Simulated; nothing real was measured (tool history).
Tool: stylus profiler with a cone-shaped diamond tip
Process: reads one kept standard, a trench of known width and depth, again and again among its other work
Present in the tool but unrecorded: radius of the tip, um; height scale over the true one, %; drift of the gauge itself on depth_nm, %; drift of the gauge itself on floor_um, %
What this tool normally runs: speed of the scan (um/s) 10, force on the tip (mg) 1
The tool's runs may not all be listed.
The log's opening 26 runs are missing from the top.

run      day  speed of the scan (um/s)  force on the tip (mg)  scans with this tip  hours of work since the height scale was calibrated  depth of the trench (nm)  width of the trench's floor (µm)
 27   84.008                        21                   0.75                19899                                                  645                   1007.67                             92.65
 28   87.125                        28                   1.33                20497                                                  696                   1010.13                             92.55
 29   90.912                         7                   1.33                21224                                                  758                    1010.7                             92.56
 30   93.688                         3                   1.18                21756                                                  803                   1009.99                             92.49
      94.504  -- height scale calibrated on a step standard
 31     98.2                         2                   1.01                22618                                                   60                   1006.77                             92.34
 32  100.562                         4                   0.47                23072                                                   99                   1004.01                              92.3
     101.329  -- new tip fitted, height scale calibrated
 33   104.85                        39                    1.9                  675                                                   58                   1009.18                             95.72
 34  107.704                        39                    1.9                 1223                                                  104                   1009.28                             95.54
 35  109.733                        28                   1.18                 1612                                                  138                    1006.6                             95.44
 36  114.196                        28                   1.18                 2468                                                  211                   1007.42                             95.29
 37  117.658                        28                   0.49                 3133                                                  267                   1004.91                             95.15
 38  121.229                        28                   0.49                 3819                                                  326                   1004.91                             94.95
 39  123.854                        14                      1                 4322                                                  369                   1006.79                              94.9
 40  126.833                         3                   0.89                 4894                                                  418                   1007.17                              94.9
 41  130.842                         3                   0.89                 5663                                                  483                   1007.64                              94.8
 42   135.45                        12                    0.6                 6548                                                  559                   1006.43                             94.58
 43  137.521                        28                   0.56                 6945                                                  592                   1006.68                             94.48
 44  141.238                        34                   0.66                 7658                                                  653                   1007.38                             94.32
 45  145.671                        19                   1.13                 8509                                                  726                   1009.54                             94.18

4 options for the next run, each taken on its own from the tool as it stands now. Forecast them:
  A  148.233                        26                   0.83                 9001                                                  768                         ?                                 ?
  B  148.233                         4                   0.63                 9001                                                  768                         ?                                 ?
  C  148.233                        10                   2.97                 9001                                                  768                         ?                                 ?
  D  148.233                         2                   1.87                 9001                                                  768                         ?                                 ?

run  depth of the trench (nm)  width of the trench's floor (µm)
  A                   1009.01                              94.1
  B                   1007.83                              94.2
  C                   1015.85                             94.26
  D                   1012.39                             94.15
The same runs, with their run-to-run variation unchanged, on a tool lacking any hidden condition would have given:
run  depth of the trench (nm)  width of the trench's floor (µm)
  A                   1005.68                             95.87
  B                   1004.51                             95.97
  C                   1012.51                             96.03
  D                   1009.05                             95.92
